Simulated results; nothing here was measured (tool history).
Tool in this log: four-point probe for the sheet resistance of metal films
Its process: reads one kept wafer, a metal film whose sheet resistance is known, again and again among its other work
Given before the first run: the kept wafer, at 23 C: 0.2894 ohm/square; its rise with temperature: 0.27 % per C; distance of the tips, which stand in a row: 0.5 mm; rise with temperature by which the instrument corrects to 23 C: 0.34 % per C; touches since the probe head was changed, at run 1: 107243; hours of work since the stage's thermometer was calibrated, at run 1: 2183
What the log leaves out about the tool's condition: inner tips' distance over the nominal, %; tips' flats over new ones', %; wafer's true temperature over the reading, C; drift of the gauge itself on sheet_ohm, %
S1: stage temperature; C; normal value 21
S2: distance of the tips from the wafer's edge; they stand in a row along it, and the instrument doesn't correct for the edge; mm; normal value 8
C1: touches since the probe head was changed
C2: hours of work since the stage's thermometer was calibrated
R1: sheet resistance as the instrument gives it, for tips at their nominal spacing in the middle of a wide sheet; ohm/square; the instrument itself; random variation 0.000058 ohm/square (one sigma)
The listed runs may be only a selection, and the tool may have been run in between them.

run	day	S1	S2	C1	C2	R1
1	0.000	21	8	107243	2183	0.290400
2	2.283	21	8	109113	2225	0.290438
# day 6.471: new probe head fitted
3	7.204	21	8	602	2316	0.290387
4	10.312	21	4	3149	2374	0.292309
5	14.804	21	8	6834	2458	0.290390
6	18.292	21	8	9691	2523	0.290446
7	20.700	21	20	11665	2568	0.289902
8	24.367	21	20	14672	2637	0.289871
9	27.179	26	75	16978	2689	0.288878
10	30.871	26	75	20005	2758	0.288949
# day 33.333: stage's thermometer calibrated
11	33.417	24	54	22075	2	0.289265
12	37.733	32	3	25615	82	0.291991
13	42.038	26	6	29143	162	0.289862
14	45.062	29	18	31622	219	0.288460

Run 15 has not been measured yet. What should we expect?
15	48.396	31	26	34354	281	?

R1: 0.288026 ohm/square
Take away the tool's hidden state, keep the run-to-run variation as it was, and the same run would have given R1 0.288010 ohm/square.

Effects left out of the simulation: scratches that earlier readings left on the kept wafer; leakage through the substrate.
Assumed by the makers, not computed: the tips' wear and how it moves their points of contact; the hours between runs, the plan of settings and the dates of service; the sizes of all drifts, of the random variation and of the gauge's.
